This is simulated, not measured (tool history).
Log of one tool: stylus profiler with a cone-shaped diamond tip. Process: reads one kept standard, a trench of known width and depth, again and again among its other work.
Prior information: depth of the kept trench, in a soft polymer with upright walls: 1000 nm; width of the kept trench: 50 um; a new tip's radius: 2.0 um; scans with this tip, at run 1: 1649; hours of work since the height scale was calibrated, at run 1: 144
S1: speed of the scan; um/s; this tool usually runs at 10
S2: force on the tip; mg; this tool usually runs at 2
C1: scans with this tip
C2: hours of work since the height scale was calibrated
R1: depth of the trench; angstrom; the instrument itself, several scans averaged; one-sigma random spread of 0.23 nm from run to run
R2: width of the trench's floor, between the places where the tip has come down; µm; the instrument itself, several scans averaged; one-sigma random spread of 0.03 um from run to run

{"run": 1, "hour": 0.0, "S1": 10, "S2": 2, "C1": 1649, "C2": 144, "R1": 10124.8, "R2": 46}
{"run": 2, "hour": 12.7, "S1": 10, "S2": 2, "C1": 1735, "C2": 152, "R1": 10123.7, "R2": 45.95}
{"run": 3, "hour": 32.3, "S1": 10, "S2": 2, "C1": 1868, "C2": 164, "R1": 10121.9, "R2": 45.9}
{"run": 4, "hour": 55.6, "S1": 20, "S2": 2, "C1": 2027, "C2": 177, "R1": 10120.8, "R2": 45.86}
{"run": 5, "hour": 65.8, "S1": 16, "S2": 2, "C1": 2096, "C2": 183, "R1": 10121.2, "R2": 45.81}
{"run": 6, "hour": 79.9, "S1": 16, "S2": 2.47, "C1": 2192, "C2": 192, "R1": 10140.5, "R2": 45.8}
{"run": 7, "hour": 94.5, "S1": 3, "S2": 5.23, "C1": 2291, "C2": 200, "R1": 10237.6, "R2": 45.82}
{"run": 8, "hour": 106.1, "S1": 7, "S2": 0.82, "C1": 2370, "C2": 207, "R1": 10061.3, "R2": 45.77}
{"run": 9, "hour": 117.9, "S1": 7, "S2": 1.63, "C1": 2451, "C2": 214, "R1": 10105, "R2": 45.75}
{"run": 10, "hour": 129.1, "S1": 11, "S2": 1.63, "C1": 2526, "C2": 221, "R1": 10105.9, "R2": 45.68}

Estimate the outcome of run 11 from the log above:
{"run": 11, "hour": 147.7, "S1": 5, "S2": 2.17, "C1": 2653, "C2": 232, "R1": "?", "R2": "?"}

{"run 11": {"R1": 10125.8, "R2": 45.75}}
Had the tool carried no hidden state, the very same run would have given R1 10135.1 angstrom, R2 46.53 µm.
